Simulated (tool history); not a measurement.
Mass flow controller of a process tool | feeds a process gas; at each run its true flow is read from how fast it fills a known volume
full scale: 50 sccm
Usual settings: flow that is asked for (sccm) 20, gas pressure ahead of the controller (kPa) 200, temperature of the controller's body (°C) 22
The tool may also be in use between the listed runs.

run    hour  flow that is asked for (sccm)  gas pressure ahead of the controller (kPa)  temperature of the controller's body (°C)  true flow (%)
  1     0.0                             20                                         200                                         22          99.18
  2    99.2                             20                                         200                                         22          99.12
  3   152.7                             20                                         200                                         22          99.16
  4   258.5                             20                                         200                                         22          99.29
  5   332.6                             20                                         200                                         22          99.37
  6   379.5                             20                                         200                                         22          99.32
  7   439.3                             26                                         200                                         22          99.50
  8   493.1                             26                                         200                                         22          99.62
  9   560.4                             26                                         200                                         22          99.72
 10   610.0                             26                                         200                                         22          99.67
 11   691.8                             20                                         200                                         22          99.63
 12   744.1                             20                                         200                                         22          99.65
 13   795.9                             20                                         200                                         22          99.61
 14   857.6                             20                                         141                                         22         100.24
 15   916.4                             20                                         141                                         22         100.20
 16  1008.8                             32                                         141                                         22         100.77
 17  1108.4                             20                                         200                                         22          99.88
 18  1173.9                             20                                         200                                         22         100.01
 19  1268.8                             20                                         200                                         22         100.08
 20  1346.1                             20                                         200                                         22         100.14
 21  1422.3                             20                                         229                                         22          99.97
 22  1476.5                             20                                         169                                         22         100.48
 23  1580.1                             20                                         169                                         22         100.60
 24  1639.1                             20                                         207                                         22         100.31
 25  1693.4                             20                                         200                                         33         101.35
 26  1765.2                             44                                         242                                         29         101.23
 27  1814.8                             20                                         167                                         22         100.79
 28  1863.4                             20                                         143                                         22         100.97
 29  1943.6                             20                                         143                                         22         101.17
 30  2030.2                              8                                         244                                         30         100.67
 31  2096.6                              8                                         244                                         30         100.69
 32  2161.9                             27                                         200                                         21         100.83
 33  2257.4                             27                                         200                                         21         100.88
 34  2340.4                             20                                         200                                         38         102.23
 35  2430.9                             20                                         200                                         38         102.31
 36  2524.7                             20                                         200                                         38         102.50
 37  2617.1                             14                                         268                                         22         100.51
 38  2703.7                             30                                         276                                         22         100.72
     2731.1  -- gauge calibrated
 39  2765.8                             30                                         276                                         22          98.81
 40  2853.5                             30                                         156                                         29         100.25
 41  2938.3                             30                                         156                                         29         100.42
 42  2990.1                             29                                         201                                         27          99.90
 43  3045.8                             36                                         200                                         22          99.67
 44  3128.8                             36                                         200                                         22          99.71
 45  3230.0                             36                                         200                                         22          99.85
 46  3338.1                             14                                         171                                         22          99.59

Run 47 comes next. What will it give?
 47  3439.9                             25                                         168                                         25              ?

true flow (%): 100.21
Without the tool's hidden state the same run would have given true flow (%) 99.66.
